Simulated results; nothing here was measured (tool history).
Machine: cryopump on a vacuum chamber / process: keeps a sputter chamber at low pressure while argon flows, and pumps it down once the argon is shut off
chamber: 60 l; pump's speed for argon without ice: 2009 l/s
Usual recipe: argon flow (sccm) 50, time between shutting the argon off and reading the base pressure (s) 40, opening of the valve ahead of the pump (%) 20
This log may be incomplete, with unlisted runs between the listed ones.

| run | day | argon flow (sccm) | time between shutting the argon off and reading the base pressure (s) | opening of the valve ahead of the pump (%) | pressure while argon flows (Pa) | pressure after the wait (uPa) |
|---|---|---|---|---|---|---|
| 1 | 0 | 50 | 40 | 20 | 0.2115 | 1.62 |
| 2 | 0.758 | 50 | 40 | 20 | 0.2119 | 1.61 |
| 3 | 1.646 | 50 | 40 | 20 | 0.2113 | 1.62 |
| 4 | 2.138 | 50 | 40 | 20 | 0.2107 | 1.65 |
| 5 | 2.788 | 50 | 40 | 58 | 0.0743 | 1.62 |
| 6 | 3.45 | 50 | 40 | 53 | 0.0826 | 1.66 |
| 7 | 3.967 | 50 | 40 | 20 | 0.2134 | 1.66 |
| 8 | 4.633 | 50 | 40 | 20 | 0.2133 | 1.61 |
| 9 | 5.504 | 47 | 278 | 22 | 0.1825 | 0.99 |
| 10 | 6.192 | 97 | 39 | 58 | 0.1465 | 1.73 |
| 11 | 6.654 | 22 | 40 | 27 | 0.0696 | 1.73 |
| 12 | 7.45 | 64 | 131 | 27 | 0.2026 | 1.08 |
| 13 | 8.238 | 64 | 131 | 27 | 0.2028 | 1.1 |
| 14 | 8.95 | 50 | 161 | 20 | 0.2121 | 1.09 |
| 15 | 9.6 | 36 | 130 | 31 | 0.1 | 1.12 |
| 16 | 10.012 | 36 | 130 | 31 | 0.0999 | 1.09 |

Predict each of these 4 candidate next runs independently; none follows another, all start after run 16:
| A | 10.379 | 36 | 34 | 31 | ? | ? |
| B | 10.379 | 50 | 40 | 22 | ? | ? |
| C | 10.379 | 25 | 24 | 27 | ? | ? |
| D | 10.379 | 68 | 257 | 46 | ? | ? |

| run | pressure while argon flows (Pa) | pressure after the wait (uPa) |
|---|---|---|
| A | 0.1002 | 1.85 |
| B | 0.1941 | 1.73 |
| C | 0.0798 | 2.29 |
| D | 0.1298 | 0.98 |
Had the tool no hidden state, the same runs would have come out as:
| run | pressure while argon flows (Pa) | pressure after the wait (uPa) |
|---|---|---|
| A | 0.098 | 1.13 |
| B | 0.191 | 0.99 |
| C | 0.0782 | 1.56 |
| D | 0.1256 | 0.25 |
